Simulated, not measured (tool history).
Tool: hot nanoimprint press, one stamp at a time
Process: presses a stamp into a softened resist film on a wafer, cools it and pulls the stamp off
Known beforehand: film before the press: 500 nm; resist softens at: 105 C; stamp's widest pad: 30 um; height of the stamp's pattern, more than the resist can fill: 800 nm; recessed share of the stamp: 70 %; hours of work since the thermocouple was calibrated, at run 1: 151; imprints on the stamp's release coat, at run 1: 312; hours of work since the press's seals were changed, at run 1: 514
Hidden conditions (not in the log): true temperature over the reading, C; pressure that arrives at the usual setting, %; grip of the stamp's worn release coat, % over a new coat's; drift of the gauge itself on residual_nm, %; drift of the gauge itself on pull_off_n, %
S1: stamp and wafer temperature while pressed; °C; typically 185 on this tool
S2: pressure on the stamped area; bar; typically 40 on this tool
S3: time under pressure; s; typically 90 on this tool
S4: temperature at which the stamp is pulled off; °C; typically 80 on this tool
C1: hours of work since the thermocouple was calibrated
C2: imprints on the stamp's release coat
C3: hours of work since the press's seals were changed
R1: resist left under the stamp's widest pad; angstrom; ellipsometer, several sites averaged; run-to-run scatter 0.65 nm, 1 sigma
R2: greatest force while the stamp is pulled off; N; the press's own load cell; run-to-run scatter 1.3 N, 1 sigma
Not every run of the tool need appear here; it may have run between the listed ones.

Run 1, hour 0: usual settings; C1 151; C2 312; C3 514. Result: R1 2865 angstrom, R2 169 N.
Run 2, hour 36.5: usual settings; C1 176; C2 487; C3 539. Result: R1 2860 angstrom, R2 169 N.
Run 3, hour 52.8: usual settings; C1 187; C2 565; C3 550. Result: R1 2852 angstrom, R2 168 N.
Run 4, hour 89.7: usual settings; C1 212; C2 741; C3 575. Result: R1 2868 angstrom, R2 169 N.
At hour 97.5: stamp cleaned and given a new release coat.
Run 5, hour 128.2: usual settings but S4 85 °C; C1 234; C2 146; C3 597. Result: R1 2851 angstrom, R2 154 N.
Run 6, hour 151.1: usual settings; C1 250; C2 256; C3 613. Result: R1 2870 angstrom, R2 169 N.
Run 7, hour 170.5: usual settings but S1 182 °C; C1 263; C2 349; C3 626. Result: R1 3102 angstrom, R2 169 N.
Run 8, hour 194.6: usual settings but S1 194 °C; C1 280; C2 464; C3 642. Result: R1 2236 angstrom, R2 168 N.
Run 9, hour 214.5: usual settings but S1 194 °C, S2 41.4 bar; C1 293; C2 559; C3 656. Result: R1 2194 angstrom, R2 167 N.
Run 10, hour 249.7: usual settings; C1 317; C2 727; C3 680. Result: R1 2855 angstrom, R2 168 N.
At hour 260.8: stamp cleaned and given a new release coat.
Run 11, hour 289.5: usual settings but S2 32 bar; C1 340; C2 137; C3 703. Result: R1 3117 angstrom, R2 168 N.
Run 12, hour 322.6: usual settings but S2 32 bar; C1 363; C2 295; C3 726. Result: R1 3113 angstrom, R2 170 N.
Run 13, hour 360.1: usual settings but S2 32 bar; C1 388; C2 475; C3 751. Result: R1 3138 angstrom, R2 169 N.
Run 14, hour 395.2: usual settings but S1 195 °C, S2 32 bar; C1 412; C2 642; C3 775. Result: R1 2415 angstrom, R2 169 N.
Run 15, hour 415.2: usual settings; C1 426; C2 738; C3 789. Result: R1 2869 angstrom, R2 169 N.
At hour 423.5: stamp cleaned and given a new release coat.
Run 16, hour 440.8: usual settings; C1 439; C2 82; C3 802. Result: R1 2861 angstrom, R2 168 N.
Run 17, hour 464.3: usual settings but S1 196 °C, S2 26.3 bar, S3 133 s, S4 71 °C; C1 455; C2 195; C3 818. Result: R1 2221 angstrom, R2 200 N.
Run 18, hour 500.4: usual settings but S2 45.5 bar; C1 480; C2 367; C3 843. Result: R1 2720 angstrom, R2 167 N.
At hour 516.2: plate thermocouple calibrated.
Run 19, hour 533: usual settings but S3 140 s, S4 71 °C; C1 11; C2 509; C3 863. Result: R1 2465 angstrom, R2 198 N.
Run 20, hour 570: usual settings but S1 173 °C, S3 140 s, S4 71 °C; C1 37; C2 686; C3 888. Result: R1 3436 angstrom, R2 197 N.
At hour 589.2: stamp cleaned and given a new release coat.
Run 21, hour 613.2: usual settings but S1 173 °C, S3 140 s, S4 71 °C; C1 62; C2 115; C3 913. Result: R1 3456 angstrom, R2 199 N.
Run 22, hour 640.1: usual settings but S1 173 °C, S3 140 s, S4 71 °C; C1 80; C2 244; C3 932. Result: R1 3449 angstrom, R2 196 N.
Run 23, hour 661.5: usual settings but S1 179 °C, S3 119 s, S4 71 °C; C1 95; C2 346; C3 946. Result: R1 3107 angstrom, R2 199 N.
Run 24, hour 683: usual settings but S3 119 s, S4 71 °C; C1 110; C2 449; C3 961. Result: R1 2608 angstrom, R2 197 N.
Run 25, hour 721: usual settings but S3 119 s, S4 85 °C; C1 135; C2 630; C3 987. Result: R1 2611 angstrom, R2 153 N.
At hour 751.4: stamp cleaned and given a new release coat.
Run 26, hour 758.5: usual settings but S3 119 s, S4 85 °C; C1 157; C2 34; C3 1008. Result: R1 2616 angstrom, R2 155 N.
Run 27, hour 786.2: usual settings but S1 188 °C, S2 35.5 bar, S3 74 s, S4 84 °C; C1 176; C2 166; C3 1027. Result: R1 2947 angstrom, R2 153 N.
Run 28, hour 824.8: usual settings but S1 176 °C, S2 24.7 bar, S3 50 s, S4 87 °C; C1 202; C2 351; C3 1054. Result: R1 4417 angstrom, R2 144 N.
Run 29, hour 840.5: usual settings but S1 176 °C, S2 24.7 bar, S3 50 s, S4 87 °C; C1 213; C2 425; C3 1064. Result: R1 4402 angstrom, R2 147 N.

Consider 3 possible next runs. They are alternatives, not a sequence: every one starts from the tool as it was left by run 29. What does each give?
Run A, hour 874.7: usual settings but S1 192 °C, S2 24.7 bar, S3 132 s, S4 87 °C; C1 236; C2 589; C3 1088. Result: R1 ?, R2 ?.
Run B, hour 874.7: usual settings but S1 181 °C, S2 24.7 bar, S3 48 s, S4 72 °C; C1 236; C2 589; C3 1088. Result: R1 ?, R2 ?.
Run C, hour 874.7: usual settings but S3 57 s, S4 83 °C; C1 236; C2 589; C3 1088. Result: R1 ?, R2 ?.

run    R1   R2
  A  2566  145
  B  4158  197
  C  3281  158
With no hidden state in the tool, these same runs would have given:
run    R1   R2
  A  2563  144
  B  4156  196
  C  3277  158

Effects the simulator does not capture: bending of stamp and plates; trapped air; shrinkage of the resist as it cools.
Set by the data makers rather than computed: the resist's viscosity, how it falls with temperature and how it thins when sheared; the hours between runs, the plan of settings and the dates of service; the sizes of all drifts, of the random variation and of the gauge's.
